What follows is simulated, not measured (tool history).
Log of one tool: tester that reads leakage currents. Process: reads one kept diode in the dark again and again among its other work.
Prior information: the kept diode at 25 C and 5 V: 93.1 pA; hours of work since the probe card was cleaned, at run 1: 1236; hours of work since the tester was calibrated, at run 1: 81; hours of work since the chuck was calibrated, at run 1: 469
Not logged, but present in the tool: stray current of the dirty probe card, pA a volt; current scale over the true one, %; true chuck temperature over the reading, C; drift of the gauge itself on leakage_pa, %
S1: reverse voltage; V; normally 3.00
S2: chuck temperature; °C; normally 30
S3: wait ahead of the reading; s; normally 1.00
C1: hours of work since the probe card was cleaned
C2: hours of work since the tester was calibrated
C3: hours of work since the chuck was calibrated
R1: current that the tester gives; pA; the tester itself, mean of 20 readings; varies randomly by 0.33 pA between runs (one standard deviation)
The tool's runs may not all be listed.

{"run": 1, "hour": 0.0, "S1": 3.0, "S2": 30, "S3": 1.0, "C1": 1236, "C2": 81, "C3": 469, "R1": 116.18}
{"run": 2, "hour": 153.9, "S1": 3.0, "S2": 30, "S3": 1.0, "C1": 1319, "C2": 164, "C3": 553, "R1": 117.37}
{"run": 3, "hour": 282.4, "S1": 5.22, "S2": 30, "S3": 1.0, "C1": 1389, "C2": 234, "C3": 623, "R1": 161.29}
{"run": 4, "hour": 517.1, "S1": 5.22, "S2": 30, "S3": 1.0, "C1": 1516, "C2": 361, "C3": 750, "R1": 163.62}
{"run": 5, "hour": 714.5, "S1": 3.0, "S2": 30, "S3": 1.0, "C1": 1624, "C2": 469, "C3": 857, "R1": 121.55}
{"run": 6, "hour": 854.3, "S1": 3.0, "S2": 30, "S3": 1.0, "C1": 1700, "C2": 544, "C3": 933, "R1": 122.34}
{"hour": 1088.9, "done": "chuck's temperature calibrated"}
{"run": 7, "hour": 1088.9, "S1": 3.0, "S2": 30, "S3": 1.0, "C1": 1826, "C2": 671, "C3": 0, "R1": 128.83}
{"run": 8, "hour": 1193.1, "S1": 3.0, "S2": 30, "S3": 1.0, "C1": 1882, "C2": 727, "C3": 57, "R1": 130.65}
{"hour": 1295.9, "done": "probe card cleaned and baked"}
{"run": 9, "hour": 1379.9, "S1": 3.0, "S2": 30, "S3": 1.0, "C1": 46, "C2": 827, "C3": 156, "R1": 128.2}
{"run": 10, "hour": 1530.3, "S1": 3.0, "S2": 30, "S3": 1.0, "C1": 127, "C2": 909, "C3": 238, "R1": 129.65}
{"hour": 1554.9, "done": "chuck's temperature calibrated, once more"}
{"run": 11, "hour": 1686.9, "S1": 3.0, "S2": 30, "S3": 1.0, "C1": 211, "C2": 993, "C3": 72, "R1": 111.0}
{"run": 12, "hour": 1907.0, "S1": 3.0, "S2": 30, "S3": 1.09, "C1": 331, "C2": 1112, "C3": 191, "R1": 111.92}
{"run": 13, "hour": 2103.5, "S1": 3.0, "S2": 30, "S3": 1.0, "C1": 437, "C2": 1219, "C3": 298, "R1": 113.41}
{"run": 14, "hour": 2261.9, "S1": 6.26, "S2": 24, "S3": 2.03, "C1": 523, "C2": 1305, "C3": 384, "R1": 103.77}
{"run": 15, "hour": 2452.3, "S1": 2.93, "S2": 51, "S3": 5.92, "C1": 627, "C2": 1408, "C3": 487, "R1": 594.6}
{"run": 16, "hour": 2669.1, "S1": 3.0, "S2": 20, "S3": 1.0, "C1": 745, "C2": 1526, "C3": 605, "R1": 50.02}
{"run": 17, "hour": 2797.0, "S1": 4.99, "S2": 30, "S3": 1.02, "C1": 814, "C2": 1596, "C3": 674, "R1": 157.02}
{"run": 18, "hour": 2995.9, "S1": 1.39, "S2": 51, "S3": 6.26, "C1": 922, "C2": 1704, "C3": 782, "R1": 407.31}
{"run": 19, "hour": 3194.3, "S1": 1.39, "S2": 51, "S3": 6.26, "C1": 1030, "C2": 1811, "C3": 890, "R1": 411.57}
{"run": 20, "hour": 3390.9, "S1": 1.39, "S2": 51, "S3": 6.26, "C1": 1136, "C2": 1918, "C3": 997, "R1": 416.7}
{"hour": 3525.9, "done": "chuck's temperature calibrated"}
{"run": 21, "hour": 3601.5, "S1": 1.39, "S2": 51, "S3": 6.26, "C1": 1250, "C2": 2031, "C3": 41, "R1": 378.93}
{"run": 22, "hour": 3823.8, "S1": 1.39, "S2": 51, "S3": 6.26, "C1": 1370, "C2": 2152, "C3": 162, "R1": 386.15}
{"run": 23, "hour": 4032.8, "S1": 1.68, "S2": 34, "S3": 3.11, "C1": 1484, "C2": 2266, "C3": 275, "R1": 115.06}
{"hour": 4240.0, "done": "tester calibrated"}
{"run": 24, "hour": 4282.4, "S1": 18.99, "S2": 30, "S3": 2.26, "C1": 1618, "C2": 23, "C3": 410, "R1": 330.42}
{"run": 25, "hour": 4465.5, "S1": 2.89, "S2": 36, "S3": 2.26, "C1": 1718, "C2": 122, "C3": 509, "R1": 186.02}

Below are 5 alternative next runs, each starting from the tool's condition after run 25. Predict each:
{"run": "A", "hour": 4696.9, "S1": 2.89, "S2": 44, "S3": 1.4, "C1": 1843, "C2": 248, "C3": 635, "R1": "?"}
{"run": "B", "hour": 4696.9, "S1": 14.4, "S2": 23, "S3": 1.0, "C1": 1843, "C2": 248, "C3": 635, "R1": "?"}
{"run": "C", "hour": 4696.9, "S1": 3.0, "S2": 30, "S3": 1.0, "C1": 1843, "C2": 248, "C3": 635, "R1": "?"}
{"run": "D", "hour": 4696.9, "S1": 2.54, "S2": 26, "S3": 0.43, "C1": 1843, "C2": 248, "C3": 635, "R1": "?"}
{"run": "E", "hour": 4696.9, "S1": 1.43, "S2": 36, "S3": 2.26, "C1": 1843, "C2": 248, "C3": 635, "R1": "?"}

run=A R1=353.58
run=B R1=165.52
run=C R1=118.71
run=D R1=77.88
run=E R1=127.26
Take away the tool's hidden state, keep each run's random variation, and the runs would have read:
run=A R1=330.51
run=B R1=141.20
run=C R1=108.43
run=D R1=70.52
run=E R1=118.21

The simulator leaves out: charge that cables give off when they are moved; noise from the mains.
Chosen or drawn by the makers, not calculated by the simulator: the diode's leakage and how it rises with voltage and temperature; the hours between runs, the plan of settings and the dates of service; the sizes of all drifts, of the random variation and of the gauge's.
